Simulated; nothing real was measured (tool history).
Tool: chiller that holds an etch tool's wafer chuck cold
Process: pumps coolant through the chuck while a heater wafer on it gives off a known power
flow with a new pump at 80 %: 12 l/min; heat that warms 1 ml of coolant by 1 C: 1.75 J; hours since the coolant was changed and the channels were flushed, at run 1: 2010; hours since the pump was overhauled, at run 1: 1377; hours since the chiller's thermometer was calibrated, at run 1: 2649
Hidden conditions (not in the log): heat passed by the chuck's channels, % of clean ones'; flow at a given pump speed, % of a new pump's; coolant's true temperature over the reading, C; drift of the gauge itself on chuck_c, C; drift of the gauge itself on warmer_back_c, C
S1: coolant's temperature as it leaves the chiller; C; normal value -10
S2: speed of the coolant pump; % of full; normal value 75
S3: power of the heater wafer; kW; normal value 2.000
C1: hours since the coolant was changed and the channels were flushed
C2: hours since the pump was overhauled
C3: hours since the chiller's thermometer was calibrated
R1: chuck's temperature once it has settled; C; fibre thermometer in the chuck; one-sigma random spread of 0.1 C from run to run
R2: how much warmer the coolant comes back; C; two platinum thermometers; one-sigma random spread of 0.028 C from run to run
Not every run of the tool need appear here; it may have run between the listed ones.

Run 1, hour 0.0: usual settings; C1 2010; C2 1377; C3 2649. Result: R1 8.1 C, R2 6.17 C.
Run 2, hour 91.7: usual settings; C1 2101; C2 1469; C3 2741. Result: R1 8.0 C, R2 6.16 C.
Run 3, hour 152.7: usual settings; C1 2162; C2 1530; C3 2802. Result: R1 8.2 C, R2 6.14 C.
Run 4, hour 208.3: usual settings but S2 62 % of full; C1 2218; C2 1585; C3 2858. Result: R1 11.4 C, R2 7.43 C.
Run 5, hour 277.6: usual settings but S3 2.911 kW; C1 2287; C2 1655; C3 2927. Result: R1 16.6 C, R2 9.01 C.
Run 6, hour 367.3: usual settings but S1 -5 C, S3 2.911 kW; C1 2377; C2 1744; C3 3017. Result: R1 21.7 C, R2 8.99 C.
Run 7, hour 420.6: usual settings but S1 -5 C, S3 2.911 kW; C1 2430; C2 1798; C3 3070. Result: R1 21.7 C, R2 8.94 C.
Run 8, hour 501.7: usual settings but S1 -5 C, S3 2.911 kW; C1 2511; C2 1879; C3 3151. Result: R1 21.8 C, R2 8.94 C.
Run 9, hour 565.5: usual settings but S1 -5 C, S3 2.911 kW; C1 2575; C2 1943; C3 3215. Result: R1 21.9 C, R2 9.02 C.
Run 10, hour 621.6: usual settings but S1 -5 C, S3 2.911 kW; C1 2631; C2 1999; C3 3271. Result: R1 21.9 C, R2 9.02 C.
Run 11, hour 704.2: usual settings but S1 -5 C, S2 93 % of full, S3 2.911 kW; C1 2714; C2 2081; C3 3353. Result: R1 17.5 C, R2 7.27 C.
Run 12, hour 760.7: usual settings but S1 -5 C, S2 93 % of full, S3 1.531 kW; C1 2770; C2 2138; C3 3410. Result: R1 6.9 C, R2 3.88 C.
Run 13, hour 811.7: usual settings but S1 -14 C; C1 2821; C2 2189; C3 3461. Result: R1 4.7 C, R2 6.22 C.
Run 14, hour 857.3: usual settings but S1 -14 C; C1 2867; C2 2234; C3 3506. Result: R1 4.8 C, R2 6.23 C.
Run 15, hour 933.9: usual settings but S1 -14 C; C1 2944; C2 2311; C3 3583. Result: R1 4.8 C, R2 6.20 C.
Run 16, hour 993.6: usual settings but S1 -14 C; C1 3003; C2 2371; C3 3643. Result: R1 4.7 C, R2 6.23 C.
Run 17, hour 1046.1: usual settings but S2 82 % of full; C1 3056; C2 2423; C3 3695. Result: R1 7.4 C, R2 5.71 C.
Run 18, hour 1128.0: usual settings but S1 -15 C, S2 100 % of full; C1 3138; C2 2505; C3 3777. Result: R1 -0.3 C, R2 4.73 C.
Run 19, hour 1167.8: usual settings but S1 -3 C, S2 80 % of full, S3 1.913 kW; C1 3177; C2 2545; C3 3817. Result: R1 14.1 C, R2 5.58 C.
Run 20, hour 1244.7: usual settings but S1 -6 C, S3 2.811 kW; C1 3254; C2 2622; C3 3894. Result: R1 20.6 C, R2 8.78 C.
Run 21, hour 1323.9: usual settings but S1 -6 C, S3 2.811 kW; C1 3334; C2 2701; C3 3973. Result: R1 20.6 C, R2 8.81 C.
Run 22, hour 1363.9: usual settings but S2 80 % of full; C1 3374; C2 2741; C3 4013. Result: R1 8.1 C, R2 5.86 C.
Run 23, hour 1418.4: usual settings but S2 80 % of full; C1 3428; C2 2795; C3 4068. Result: R1 8.0 C, R2 5.85 C.
At hour 1476.2: chiller's thermometer calibrated.
Run 24, hour 1485.8: usual settings but S2 80 % of full; C1 3494; C2 2862; C3 10. Result: R1 7.9 C, R2 5.89 C.
Run 25, hour 1575.5: usual settings but S2 80 % of full; C1 3584; C2 2952; C3 99. Result: R1 7.9 C, R2 5.87 C.
Run 26, hour 1646.8: usual settings but S1 -9 C, S2 85 % of full; C1 3655; C2 3023; C3 171. Result: R1 8.1 C, R2 5.54 C.
Run 27, hour 1690.8: usual settings but S1 -11 C, S2 90 % of full, S3 2.687 kW; C1 3699; C2 3067; C3 215. Result: R1 11.1 C, R2 7.07 C.
Run 28, hour 1752.9: usual settings but S1 -15 C, S2 63 % of full, S3 2.687 kW; C1 3762; C2 3129; C3 277. Result: R1 14.8 C, R2 10.04 C.
Run 29, hour 1792.4: usual settings but S1 -6 C; C1 3801; C2 3168; C3 316. Result: R1 13.2 C, R2 6.32 C.
Run 30, hour 1842.5: usual settings but S1 -6 C; C1 3851; C2 3218; C3 366. Result: R1 13.3 C, R2 6.25 C.
Run 31, hour 1882.1: usual settings but S1 -8 C, S2 80 % of full, S3 2.147 kW; C1 3891; C2 3258; C3 406. Result: R1 11.4 C, R2 6.32 C.

For some of the steps in R1 from one run to the next: how much would appear even if the tool had no hidden state, given the settings, what came in and random variation, and how much remains for the hidden state plus any gauge scatter that the measured result and the result without hidden state don't share?
Run 11 -> 12: S3 2.911 -> 1.531. R1 -10.6 C: hidden state -0.9, all else -9.7.
Run 18 -> 19: S1 -15 -> -3, S2 100 -> 80, S3 2.000 -> 1.913. R1 +14.4 C: hidden state +0.3, all else +14.1.
Run 19 -> 20: S1 -3 -> -6, S2 80 -> 75, S3 1.913 -> 2.811. R1 +6.5 C: hidden state +1.0, all else +5.5.
Run 21 -> 22: S1 -6 -> -10, S2 75 -> 80, S3 2.811 -> 2.000. R1 -12.5 C: hidden state -0.8, all else -11.7.
Run 27 -> 28: S1 -11 -> -15, S2 90 -> 63. R1 +3.7 C: hidden state +1.0, all else +2.7.
Run 28 -> 29: S1 -15 -> -6, S2 63 -> 75, S3 2.687 -> 2.000. R1 -1.6 C: hidden state -1.3, all else -0.3.

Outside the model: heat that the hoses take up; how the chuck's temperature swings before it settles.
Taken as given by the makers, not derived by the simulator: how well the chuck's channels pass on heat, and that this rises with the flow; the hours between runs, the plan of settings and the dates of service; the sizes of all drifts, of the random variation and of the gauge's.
